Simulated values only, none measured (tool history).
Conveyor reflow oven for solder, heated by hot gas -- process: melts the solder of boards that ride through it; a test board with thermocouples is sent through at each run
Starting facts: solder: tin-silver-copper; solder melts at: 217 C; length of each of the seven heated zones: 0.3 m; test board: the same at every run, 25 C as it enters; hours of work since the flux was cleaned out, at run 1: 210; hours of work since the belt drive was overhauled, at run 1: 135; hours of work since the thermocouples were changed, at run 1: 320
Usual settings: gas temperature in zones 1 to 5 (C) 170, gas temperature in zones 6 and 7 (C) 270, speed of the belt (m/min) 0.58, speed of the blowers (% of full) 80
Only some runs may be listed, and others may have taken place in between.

| run | day | gas temperature in zones 1 to 5 (C) | gas temperature in zones 6 and 7 (C) | speed of the belt (m/min) | speed of the blowers (% of full) | hours of work since the flux was cleaned out | hours of work since the belt drive was overhauled | hours of work since the thermocouples were changed | highest temperature of the board (C) | time above the solder's melting point (s) |
|---|---|---|---|---|---|---|---|---|---|---|
| 1 | 0 | 170 | 270 | 0.58 | 80 | 210 | 135 | 320 | 252.6 | 45.4 |
| 2 | 0.454 | 170 | 270 | 0.58 | 79 | 219 | 144 | 329 | 252.1 | 45.4 |
| 3 | 0.675 | 170 | 270 | 0.58 | 79 | 223 | 148 | 333 | 252.5 | 45.4 |
| 4 | 1.092 | 170 | 273 | 0.58 | 80 | 231 | 156 | 341 | 255.1 | 46.7 |
| 5 | 1.425 | 170 | 273 | 0.58 | 80 | 237 | 162 | 347 | 254.9 | 46.6 |
| 6 | 1.658 | 170 | 273 | 0.58 | 80 | 241 | 166 | 351 | 255 | 46.7 |
| 7 | 1.958 | 170 | 273 | 0.58 | 80 | 247 | 172 | 357 | 254.9 | 46.4 |
| 8 | 2.225 | 170 | 273 | 0.58 | 80 | 252 | 177 | 362 | 254.7 | 46.6 |
| 9 | 2.629 | 170 | 270 | 0.58 | 80 | 259 | 184 | 369 | 251.8 | 44.8 |
| 10 | 3.075 | 170 | 270 | 0.58 | 80 | 268 | 192 | 378 | 252.4 | 44.8 |
| 11 | 3.279 | 170 | 270 | 0.58 | 80 | 271 | 196 | 381 | 252 | 44.8 |
| 12 | 3.538 | 170 | 270 | 0.58 | 80 | 276 | 201 | 386 | 252 | 45.4 |
| 13 | 3.733 | 168 | 270 | 0.58 | 80 | 280 | 205 | 390 | 251.5 | 43.9 |
|  | 3.971 | flux residue cleaned out of gas plates and filters |
| 14 | 4.154 | 170 | 270 | 0.58 | 61 | 3 | 209 | 394 | 249.9 | 43.4 |
| 15 | 4.383 | 170 | 270 | 0.694 | 80 | 8 | 213 | 398 | 247.8 | 34.9 |
| 16 | 4.842 | 170 | 270 | 0.694 | 80 | 16 | 221 | 406 | 248.1 | 35 |
| 17 | 5.254 | 170 | 270 | 0.694 | 80 | 24 | 229 | 414 | 247.9 | 35 |
| 18 | 5.583 | 185 | 280 | 0.58 | 80 | 30 | 235 | 420 | 265.1 | 55.8 |
| 19 | 5.946 | 158 | 262 | 0.69 | 73 | 37 | 242 | 427 | 237.4 | 24.9 |
| 20 | 6.225 | 158 | 262 | 0.69 | 73 | 42 | 247 | 432 | 237.2 | 24.8 |
|  | 6.417 | belt drive overhauled, speed set with a stopwatch |
| 21 | 6.671 | 160 | 272 | 0.58 | 55 | 47 | 5 | 437 | 247.5 | 38.8 |
| 22 | 6.958 | 170 | 283 | 0.58 | 79 | 52 | 10 | 443 | 264.6 | 51.9 |
| 23 | 7.196 | 170 | 283 | 0.58 | 79 | 57 | 15 | 447 | 264.7 | 51.8 |
| 24 | 7.542 | 177 | 263 | 0.505 | 61 | 63 | 21 | 454 | 249 | 53.2 |
| 25 | 7.75 | 177 | 263 | 0.505 | 61 | 67 | 25 | 457 | 249.1 | 52.9 |
| 26 | 8.138 | 177 | 263 | 0.505 | 61 | 74 | 32 | 465 | 248.9 | 52.4 |
| 27 | 8.483 | 160 | 263 | 0.505 | 71 | 81 | 38 | 471 | 248.1 | 47.6 |
|  | 8.842 | belt drive overhauled, speed set with a stopwatch, once more |
| 28 | 8.988 | 160 | 263 | 0.505 | 71 | 87 | 3 | 477 | 248 | 46.6 |
| 29 | 9.346 | 175 | 263 | 0.505 | 71 | 94 | 9 | 484 | 249.9 | 53 |
| 30 | 9.567 | 170 | 270 | 0.519 | 80 | 98 | 13 | 488 | 256.5 | 54 |
| 31 | 9.879 | 170 | 261 | 0.594 | 76 | 104 | 19 | 494 | 244.2 | 38.8 |
| 32 | 10.112 | 183 | 261 | 0.506 | 80 | 108 | 24 | 498 | 250.3 | 56.7 |

Each row is a separate what-if for the run after 32, all from the same tool condition, not one after another. Results?
| A | 10.492 | 179 | 270 | 0.58 | 80 | 115 | 31 | 505 | ? | ? |
| B | 10.492 | 183 | 280 | 0.638 | 80 | 115 | 31 | 505 | ? | ? |
| C | 10.492 | 183 | 270 | 0.58 | 80 | 115 | 31 | 505 | ? | ? |

| run | highest temperature of the board (C) | time above the solder's melting point (s) |
|---|---|---|
| A | 254.2 | 48.7 |
| B | 260.6 | 47.8 |
| C | 255 | 50.6 |
Take away the tool's hidden state, keep each run's random variation, and the runs would have read:
| run | highest temperature of the board (C) | time above the solder's melting point (s) |
|---|---|---|
| A | 256.3 | 50.1 |
| B | 262.9 | 48.9 |
| C | 257 | 51.9 |
